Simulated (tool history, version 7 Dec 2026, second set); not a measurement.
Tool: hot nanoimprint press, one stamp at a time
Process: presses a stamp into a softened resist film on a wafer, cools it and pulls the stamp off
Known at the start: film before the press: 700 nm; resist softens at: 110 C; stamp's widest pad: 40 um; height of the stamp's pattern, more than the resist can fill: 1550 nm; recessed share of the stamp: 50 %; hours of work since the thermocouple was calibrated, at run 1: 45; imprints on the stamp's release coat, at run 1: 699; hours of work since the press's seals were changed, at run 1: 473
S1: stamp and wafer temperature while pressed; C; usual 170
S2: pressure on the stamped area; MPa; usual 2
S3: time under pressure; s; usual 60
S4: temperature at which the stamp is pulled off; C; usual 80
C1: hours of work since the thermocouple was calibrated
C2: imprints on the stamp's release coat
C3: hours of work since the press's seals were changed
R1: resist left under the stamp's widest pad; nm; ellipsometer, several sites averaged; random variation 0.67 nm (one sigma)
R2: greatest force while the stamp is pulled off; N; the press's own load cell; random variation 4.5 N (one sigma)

Run 1, hour 0: usual settings; C1 45; C2 699; C3 473. Result: R1 386.8 nm, R2 257 N.
Run 2, hour 11.6: usual settings; C1 53; C2 756; C3 481. Result: R1 385.5 nm, R2 277 N.
Run 3, hour 22.6: usual settings but S3 95 s; C1 61; C2 810; C3 489. Result: R1 327.2 nm, R2 266 N.
Run 4, hour 32.9: usual settings but S2 3.09 MPa; C1 68; C2 861; C3 496. Result: R1 325.9 nm, R2 269 N.
Run 5, hour 45.7: usual settings but S4 71 C; C1 76; C2 924; C3 504. Result: R1 385.6 nm, R2 277 N.
Run 6, hour 62.5: usual settings; C1 88; C2 1007; C3 516. Result: R1 383.9 nm, R2 284 N.
Run 7, hour 78.1: usual settings; C1 99; C2 1084; C3 527. Result: R1 385.4 nm, R2 288 N.
Run 8, hour 95.2: usual settings but S3 51 s; C1 110; C2 1169; C3 538. Result: R1 405.4 nm, R2 284 N.
Run 9, hour 108.2: usual settings but S3 51 s; C1 119; C2 1233; C3 547. Result: R1 404.7 nm, R2 286 N.
Run 10, hour 116.8: usual settings but S3 51 s; C1 125; C2 1275; C3 553. Result: R1 405.7 nm, R2 291 N.
Run 11, hour 126.9: usual settings but S3 51 s; C1 132; C2 1325; C3 560. Result: R1 403.2 nm, R2 306 N.
Run 12, hour 141.9: usual settings but S3 51 s; C1 142; C2 1399; C3 570. Result: R1 404.4 nm, R2 304 N.
Run 13, hour 149.3: usual settings but S3 51 s; C1 147; C2 1435; C3 575. Result: R1 404.2 nm, R2 302 N.
Run 14, hour 161.7: usual settings; C1 156; C2 1497; C3 584. Result: R1 382.7 nm, R2 307 N.
At hour 165.9: plate thermocouple calibrated.
Run 15, hour 174.6: usual settings but S4 87 C; C1 6; C2 1545; C3 590. Result: R1 381.9 nm, R2 293 N.
At hour 186.6: stamp cleaned and given a new release coat.
Run 16, hour 197.8: usual settings but S3 48 s; C1 18; C2 55; C3 602. Result: R1 409.8 nm, R2 225 N.
At hour 205.8: plate thermocouple calibrated, once more.
Run 17, hour 210.9: usual settings but S3 48 s; C1 3; C2 105; C3 609. Result: R1 415.9 nm, R2 225 N.
Run 18, hour 228.1: usual settings but S3 48 s; C1 15; C2 190; C3 621. Result: R1 415.2 nm, R2 232 N.
Run 19, hour 242.7: usual settings but S1 180 C, S2 3.18 MPa, S3 48 s, S4 72 C; C1 25; C2 262; C3 631. Result: R1 198.4 nm, R2 248 N.
Run 20, hour 256.5: usual settings but S1 180 C, S2 3.18 MPa, S3 48 s, S4 72 C; C1 35; C2 330; C3 640. Result: R1 198.4 nm, R2 241 N.
Run 21, hour 268.7: usual settings but S1 161 C, S2 3.18 MPa, S3 69 s, S4 72 C; C1 43; C2 391; C3 649. Result: R1 491.4 nm, R2 244 N.
Run 22, hour 280.5: usual settings but S1 161 C, S2 2.6 MPa, S3 87 s, S4 67 C; C1 51; C2 449; C3 657. Result: R1 487.7 nm, R2 268 N.
Run 23, hour 292.5: usual settings but S1 164 C, S2 1.47 MPa, S3 106 s, S4 85 C; C1 59; C2 508; C3 665. Result: R1 475.6 nm, R2 239 N.
Run 24, hour 307.3: usual settings but S2 3.01 MPa; C1 69; C2 581; C3 675. Result: R1 328.8 nm, R2 250 N.
Run 25, hour 318: usual settings but S2 2.35 MPa, S3 99 s, S4 86 C; C1 77; C2 634; C3 682. Result: R1 299.2 nm, R2 250 N.
Run 26, hour 332: usual settings but S1 174 C, S2 1.61 MPa, S3 38 s; C1 86; C2 703; C3 692. Result: R1 398.7 nm, R2 254 N.
Run 27, hour 346.6: usual settings but S2 3.16 MPa, S4 86 C; C1 96; C2 775; C3 702. Result: R1 323 nm, R2 258 N.
Run 28, hour 360.3: usual settings but S2 3.16 MPa, S4 86 C; C1 105; C2 843; C3 711. Result: R1 322.4 nm, R2 268 N.
Run 29, hour 373.4: usual settings but S1 159 C, S2 1.5 MPa, S3 38 s, S4 77 C; C1 114; C2 907; C3 720. Result: R1 643.6 nm, R2 279 N.

Some steps in R1 between neighbouring runs. How much of each would the tool show without its hidden state too (settings, what came in, random variation), and how much is left for the hidden state, with any gauge scatter that isn't in both results?
The hidden state here: true temperature over the reading, C; pressure that arrives at the usual setting, %; grip of the stamp's worn release coat, % over a new coat's; drift of the gauge itself on residual_nm, %; drift of the gauge itself on pull_off_n, %.
Run 16 -> 17: plate thermocouple calibrated, once more. R1 +6.1 nm: hidden state +6, all else +0.1.
Run 20 -> 21: S1 180 -> 161, S3 48 -> 69. R1 +293 nm: hidden state +0.2, all else +292.8.
Run 23 -> 24: S1 164 -> 170, S2 1.47 -> 3.01, S3 106 -> 60, S4 85 -> 80. R1 -146.8 nm: hidden state +3.5, all else -150.3.
Run 28 -> 29: S1 170 -> 159, S2 3.16 -> 1.5, S3 60 -> 38, S4 86 -> 77. R1 +321.2 nm: hidden state -3.2, all else +324.4.
